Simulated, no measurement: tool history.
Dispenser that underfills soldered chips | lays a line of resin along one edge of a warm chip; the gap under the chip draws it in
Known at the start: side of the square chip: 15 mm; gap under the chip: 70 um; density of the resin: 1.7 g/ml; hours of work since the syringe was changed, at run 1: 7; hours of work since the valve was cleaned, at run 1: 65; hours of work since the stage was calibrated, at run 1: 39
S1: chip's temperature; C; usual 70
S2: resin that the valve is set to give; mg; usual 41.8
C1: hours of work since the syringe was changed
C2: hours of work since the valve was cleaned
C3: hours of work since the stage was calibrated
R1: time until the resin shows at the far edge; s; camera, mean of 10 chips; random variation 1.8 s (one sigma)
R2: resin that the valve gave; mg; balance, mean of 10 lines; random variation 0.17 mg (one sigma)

run 1 hour=0.0 | S1=70 S2=41.8 | C1=7 C2=65 C3=39 | R1=232.9 R2=39.05
-- hour=3.7 new syringe of resin
run 2 hour=5.7 | S1=70 S2=41.8 | C1=1 C2=69 C3=42 | R1=185.5 R2=39.16
run 3 hour=12.1 | S1=70 S2=47.5 | C1=5 C2=73 C3=46 | R1=212.5 R2=44.18
-- hour=18.6 new syringe of resin
run 4 hour=18.6 | S1=70 S2=43.3 | C1=0 C2=77 C3=50 | R1=170.1 R2=40.06
run 5 hour=22.5 | S1=70 S2=43.3 | C1=2 C2=79 C3=53 | R1=190.2 R2=40.25
run 6 hour=28.3 | S1=70 S2=47.0 | C1=6 C2=83 C3=56 | R1=216.6 R2=43.37
-- hour=33.7 new syringe of resin
run 7 hour=35.1 | S1=74 S2=41.8 | C1=1 C2=87 C3=60 | R1=153.8 R2=38.20
run 8 hour=39.6 | S1=74 S2=41.8 | C1=4 C2=90 C3=63 | R1=169.8 R2=38.09
run 9 hour=43.0 | S1=74 S2=41.8 | C1=6 C2=92 C3=65 | R1=185.4 R2=37.87
-- hour=46.9 dispensing valve cleaned and set on the balance
-- hour=49.9 new syringe of resin
run 10 hour=50.6 | S1=74 S2=41.8 | C1=0 C2=2 C3=69 | R1=143.3 R2=41.78
run 11 hour=57.1 | S1=85 S2=41.8 | C1=5 C2=6 C3=74 | R1=106.0 R2=41.54
run 12 hour=62.0 | S1=70 S2=41.8 | C1=8 C2=9 C3=77 | R1=226.9 R2=41.28
-- hour=65.0 new syringe of resin
run 13 hour=66.0 | S1=70 S2=41.8 | C1=1 C2=12 C3=79 | R1=169.7 R2=41.30
run 14 hour=73.7 | S1=70 S2=41.8 | C1=5 C2=17 C3=84 | R1=209.5 R2=41.26
run 15 hour=77.9 | S1=70 S2=41.8 | C1=8 C2=19 C3=86 | R1=230.1 R2=40.77
-- hour=80.1 new syringe of resin
run 16 hour=83.9 | S1=74 S2=41.8 | C1=2 C2=23 C3=90 | R1=162.5 R2=40.75
run 17 hour=90.1 | S1=70 S2=39.7 | C1=6 C2=27 C3=94 | R1=225.0 R2=38.78
-- hour=95.5 new syringe of resin
run 18 hour=97.3 | S1=70 S2=39.7 | C1=1 C2=31 C3=98 | R1=179.1 R2=38.48
run 19 hour=104.8 | S1=70 S2=39.7 | C1=6 C2=36 C3=103 | R1=218.7 R2=37.98
run 20 hour=108.1 | S1=76 S2=53.1 | C1=8 C2=38 C3=105 | R1=177.6 R2=50.87
-- hour=110.6 new syringe of resin
run 21 hour=112.1 | S1=79 S2=37.1 | C1=1 C2=40 C3=107 | R1=127.4 R2=35.59
run 22 hour=116.7 | S1=79 S2=37.1 | C1=4 C2=43 C3=110 | R1=139.8 R2=35.54
run 23 hour=120.4 | S1=59 S2=38.5 | C1=6 C2=45 C3=113 | R1=376.7 R2=36.95
-- hour=125.6 new syringe of resin
run 24 hour=126.8 | S1=56 S2=43.1 | C1=1 C2=49 C3=117 | R1=328.1 R2=41.28
run 25 hour=133.1 | S1=81 S2=54.2 | C1=5 C2=53 C3=121 | R1=124.1 R2=51.47
run 26 hour=139.8 | S1=81 S2=49.2 | C1=9 C2=57 C3=125 | R1=148.5 R2=46.44
-- hour=140.8 new syringe of resin
run 27 hour=146.5 | S1=79 S2=40.8 | C1=4 C2=62 C3=129 | R1=134.4 R2=38.38
run 28 hour=152.9 | S1=79 S2=49.5 | C1=8 C2=66 C3=133 | R1=153.6 R2=46.33
-- hour=156.2 new syringe of resin
run 29 hour=156.9 | S1=79 S2=49.5 | C1=0 C2=68 C3=135 | R1=116.8 R2=46.13
run 30 hour=164.3 | S1=70 S2=36.7 | C1=5 C2=73 C3=140 | R1=217.9 R2=34.26
run 31 hour=169.9 | S1=76 S2=36.2 | C1=9 C2=76 C3=143 | R1=193.2 R2=33.71
-- hour=171.5 new syringe of resin
run 32 hour=177.5 | S1=66 S2=42.4 | C1=4 C2=81 C3=148 | R1=232.2 R2=39.23
run 33 hour=185.1 | S1=58 S2=42.0 | C1=9 C2=85 C3=153 | R1=420.4 R2=38.29
-- hour=187.0 new syringe of resin
run 34 hour=191.4 | S1=76 S2=53.7 | C1=3 C2=89 C3=157 | R1=142.3 R2=49.27
run 35 hour=195.6 | S1=56 S2=36.4 | C1=5 C2=92 C3=159 | R1=426.3 R2=33.11

Forecast each of these 5 alternatives for the next run:
-- hour=199.1 dispensing valve cleaned and set on the balance
run A hour=202.5 | S1=78 S2=39.4 | C1=9 C2=2 C3=163 | R1=? R2=?
-- hour=199.1 dispensing valve cleaned and set on the balance
run B hour=202.5 | S1=75 S2=47.9 | C1=9 C2=2 C3=163 | R1=? R2=?
-- hour=199.1 dispensing valve cleaned and set on the balance
run C hour=202.5 | S1=73 S2=47.7 | C1=9 C2=2 C3=163 | R1=? R2=?
-- hour=199.1 dispensing valve cleaned and set on the balance
run D hour=202.5 | S1=73 S2=37.0 | C1=9 C2=2 C3=163 | R1=? R2=?
-- hour=199.1 dispensing valve cleaned and set on the balance
run E hour=202.5 | S1=83 S2=45.8 | C1=9 C2=2 C3=163 | R1=? R2=?

run=A R1=173.9 R2=39.37
run=B R1=192.7 R2=47.98
run=C R1=212.0 R2=47.79
run=D R1=220.2 R2=37.04
run=E R1=138.4 R2=46.06
Without the tool's hidden state the same runs would have given:
run=A R1=124.2 R2=39.26
run=B R1=137.8 R2=47.85
run=C R1=151.6 R2=47.66
run=D R1=157.6 R2=36.94
run=E R1=98.6 R2=45.93

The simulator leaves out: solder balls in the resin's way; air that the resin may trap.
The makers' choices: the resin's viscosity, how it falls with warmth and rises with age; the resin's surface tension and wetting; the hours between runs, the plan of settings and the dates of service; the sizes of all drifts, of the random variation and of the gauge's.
